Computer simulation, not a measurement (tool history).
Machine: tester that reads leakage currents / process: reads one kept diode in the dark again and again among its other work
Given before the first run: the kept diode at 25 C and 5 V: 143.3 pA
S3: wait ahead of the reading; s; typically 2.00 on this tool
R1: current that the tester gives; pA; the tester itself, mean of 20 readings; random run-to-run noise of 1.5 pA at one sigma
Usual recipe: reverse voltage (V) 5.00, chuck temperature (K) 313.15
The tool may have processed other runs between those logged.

Run 1, hour 0.0: usual settings. Result: R1 424.23 pA.
Run 2, hour 103.4: usual settings. Result: R1 422.73 pA.
Run 3, hour 274.9: usual settings. Result: R1 418.84 pA.
Run 4, hour 527.6: usual settings but S3 8.25 s. Result: R1 418.34 pA.
Run 5, hour 641.4: usual settings but S3 8.25 s. Result: R1 414.65 pA.
Run 6, hour 763.3: usual settings but S3 8.25 s. Result: R1 414.91 pA.
Run 7, hour 878.2: usual settings but S3 8.25 s. Result: R1 409.59 pA.
Run 8, hour 1001.9: usual settings but S3 8.25 s. Result: R1 407.94 pA.
Run 9, hour 1106.3: usual settings but reverse voltage (V) 8.06, S3 8.25 s. Result: R1 513.54 pA.
At hour 1234.9: chuck's temperature calibrated.
Run 10, hour 1259.9: usual settings but reverse voltage (V) 8.06, S3 8.25 s. Result: R1 636.53 pA.
Run 11, hour 1392.4: usual settings but reverse voltage (V) 8.06, S3 8.25 s. Result: R1 637.06 pA.
Run 12, hour 1555.1: usual settings but reverse voltage (V) 8.06, S3 8.25 s. Result: R1 629.36 pA.
Run 13, hour 1735.8: usual settings but reverse voltage (V) 8.06, S3 8.25 s. Result: R1 621.58 pA.
Run 14, hour 1969.0: usual settings but reverse voltage (V) 8.06, chuck temperature (K) 297.15, S3 1.13 s. Result: R1 166.70 pA.
Run 15, hour 2104.0: usual settings but reverse voltage (V) 9.39, S3 2.43 s. Result: R1 664.64 pA.
Run 16, hour 2239.8: usual settings but reverse voltage (V) 12.98, chuck temperature (K) 304.15, S3 0.81 s. Result: R1 379.02 pA.
Run 17, hour 2422.0: usual settings but reverse voltage (V) 6.71, chuck temperature (K) 314.15, S3 6.87 s. Result: R1 605.48 pA.
Run 18, hour 2648.1: usual settings but reverse voltage (V) 2.85, chuck temperature (K) 323.15. Result: R1 794.59 pA.

Each row is a separate what-if for the run after 18, all from the same tool condition, not one after another. Results?
Run A, hour 2753.3: usual settings but reverse voltage (V) 18.76. Result: R1 ?.
Run B, hour 2753.3: usual settings but chuck temperature (K) 314.15. Result: R1 ?.
Run C, hour 2753.3: usual settings but reverse voltage (V) 15.53, chuck temperature (K) 323.15, S3 2.45 s. Result: R1 ?.
Run D, hour 2753.3: usual settings but reverse voltage (V) 18.49, chuck temperature (K) 323.15, S3 0.31 s. Result: R1 ?.

run       R1
  A   907.40
  B   519.92
  C  1766.21
  D  1933.69
The same runs, with their run-to-run variation unchanged, on a tool lacking any hidden condition would have given:
run       R1
  A   938.89
  B   544.89
  C  1848.70
  D  2021.78
